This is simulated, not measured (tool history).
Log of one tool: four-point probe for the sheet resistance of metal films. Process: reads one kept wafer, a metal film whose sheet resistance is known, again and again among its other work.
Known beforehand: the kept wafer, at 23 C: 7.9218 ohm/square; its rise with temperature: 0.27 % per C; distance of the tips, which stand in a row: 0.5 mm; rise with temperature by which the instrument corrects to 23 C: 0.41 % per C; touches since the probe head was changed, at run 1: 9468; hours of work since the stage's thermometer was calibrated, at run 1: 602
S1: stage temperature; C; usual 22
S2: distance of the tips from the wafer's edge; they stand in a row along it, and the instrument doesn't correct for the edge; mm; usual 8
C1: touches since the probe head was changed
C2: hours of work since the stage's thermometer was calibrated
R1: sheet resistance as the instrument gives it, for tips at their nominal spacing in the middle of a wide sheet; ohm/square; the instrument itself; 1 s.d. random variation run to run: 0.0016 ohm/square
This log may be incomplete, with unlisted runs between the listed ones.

run 1 hour=0 | S1=22 S2=8 | C1=9468 C2=602 | R1=7.95481
run 2 hour=60.1 | S1=22 S2=8 | C1=12651 C2=644 | R1=7.963711
run 3 hour=127.8 | S1=22 S2=8 | C1=16239 C2=691 | R1=7.963554
run 4 hour=183 | S1=22 S2=8 | C1=19165 C2=729 | R1=7.966511
run 5 hour=240.4 | S1=22 S2=8 | C1=22204 C2=769 | R1=7.972023
run 6 hour=336.3 | S1=22 S2=8 | C1=27283 C2=836 | R1=7.973937
run 7 hour=398.4 | S1=22 S2=8 | C1=30572 C2=879 | R1=7.979758
run 8 hour=478.4 | S1=22 S2=8 | C1=34811 C2=934 | R1=7.981966
run 9 hour=549.4 | S1=22 S2=6 | C1=38570 C2=984 | R1=8.001201
run 10 hour=622.9 | S1=22 S2=21 | C1=42466 C2=1035 | R1=7.975788
-- hour=629.6 stage's thermometer calibrated
run 11 hour=668.5 | S1=22 S2=21 | C1=44852 C2=27 | R1=7.982091
run 12 hour=764 | S1=22 S2=8 | C1=49915 C2=93 | R1=8.003385
run 13 hour=814.2 | S1=22 S2=8 | C1=52573 C2=128 | R1=8.003315
run 14 hour=867 | S1=22 S2=61 | C1=55368 C2=165 | R1=7.989042
run 15 hour=930.4 | S1=27 S2=50 | C1=58727 C2=209 | R1=7.940252
run 16 hour=1015.6 | S1=23 S2=4 | C1=63242 C2=268 | R1=8.056103
-- hour=1078.9 stage's thermometer calibrated, once more
run 17 hour=1091.6 | S1=29 S2=21 | C1=67239 C2=9 | R1=7.915733
run 18 hour=1189.9 | S1=24 S2=21 | C1=72446 C2=77 | R1=7.972129

Predict the results of run 19:
run 19 hour=1273 | S1=24 S2=6 | C1=76851 C2=135 | R1=?

R1: 8.006184 ohm/square
If the tool had no hidden condition, the same run with the same run-to-run variation would have returned R1 7.940956 ohm/square.
